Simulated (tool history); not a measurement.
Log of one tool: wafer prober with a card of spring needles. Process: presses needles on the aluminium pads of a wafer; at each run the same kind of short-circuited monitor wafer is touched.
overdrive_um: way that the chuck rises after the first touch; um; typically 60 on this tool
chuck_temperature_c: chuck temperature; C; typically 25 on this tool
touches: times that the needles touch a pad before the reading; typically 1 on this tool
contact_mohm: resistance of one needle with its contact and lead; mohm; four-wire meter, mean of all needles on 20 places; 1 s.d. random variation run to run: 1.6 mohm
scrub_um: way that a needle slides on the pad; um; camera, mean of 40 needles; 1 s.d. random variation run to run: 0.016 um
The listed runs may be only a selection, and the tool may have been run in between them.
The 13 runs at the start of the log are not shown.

run	hour	overdrive_um	chuck_temperature_c	touches	contact_mohm	scrub_um
14	352.1	60	25	1	293	14.72
# hour 357.8: tips cleaned on abrasive film
# hour 381.9: tips cleaned on abrasive film
15	381.9	79	25	1	152	19.35
# hour 406.8: tips cleaned on abrasive film
# hour 413.9: height of the first contact set anew
16	417.9	79	25	1	211	19.64
# hour 432.8: tips cleaned on abrasive film
17	453.1	79	25	1	230	19.59
# hour 458.4: tips cleaned on abrasive film
# hour 483.2: tips cleaned on abrasive film
18	487.4	79	25	1	183	19.56
# hour 507.3: tips cleaned on abrasive film
19	523.3	45	74	1	364	11.10
# hour 533.7: tips cleaned on abrasive film
20	552.5	60	69	1	289	14.80
# hour 558.5: tips cleaned on abrasive film
# hour 584.5: tips cleaned on abrasive film
21	592.1	73	31	2	186	17.98
# hour 612.0: tips cleaned on abrasive film
22	633.3	73	31	2	211	17.97
# hour 636.3: tips cleaned on abrasive film
23	653.6	53	40	3	219	12.97
# hour 661.2: tips cleaned on abrasive film
# hour 685.4: tips cleaned on abrasive film
24	694.2	53	40	3	203	12.92
# hour 710.5: tips cleaned on abrasive film
25	714.1	56	111	1	228	13.64
# hour 717.8: height of the first contact set anew
26	731.7	56	111	1	313	13.93
# hour 735.5: tips cleaned on abrasive film
27	750.2	60	53	2	233	14.89
# hour 760.5: tips cleaned on abrasive film
# hour 785.2: tips cleaned on abrasive film
28	787.0	42	33	2	209	10.37
# hour 809.4: tips cleaned on abrasive film
29	809.5	42	33	2	174	10.33
# hour 836.3: tips cleaned on abrasive film
30	846.5	42	33	2	279	10.32
# hour 862.9: tips cleaned on abrasive film
31	885.3	70	59	1	271	17.31
# hour 888.1: tips cleaned on abrasive film
# hour 912.8: tips cleaned on abrasive film
32	920.7	70	33	1	213	17.19

Each row is a separate what-if for the run after 32, all from the same tool condition, not one after another. Results?
# hour 936.7: tips cleaned on abrasive film
A	954.0	60	25	1	?	?
# hour 936.7: tips cleaned on abrasive film
B	954.0	73	25	1	?	?
# hour 936.7: tips cleaned on abrasive film
C	954.0	79	105	1	?	?
# hour 936.7: tips cleaned on abrasive film
D	954.0	52	64	1	?	?

run	contact_mohm	scrub_um
A	295	14.69
B	248	17.91
C	237	19.44
D	342	12.70
Had the tool no hidden state, the same runs would have come out as:
run	contact_mohm	scrub_um
A	151	14.91
B	147	18.13
C	160	19.66
D	163	12.92

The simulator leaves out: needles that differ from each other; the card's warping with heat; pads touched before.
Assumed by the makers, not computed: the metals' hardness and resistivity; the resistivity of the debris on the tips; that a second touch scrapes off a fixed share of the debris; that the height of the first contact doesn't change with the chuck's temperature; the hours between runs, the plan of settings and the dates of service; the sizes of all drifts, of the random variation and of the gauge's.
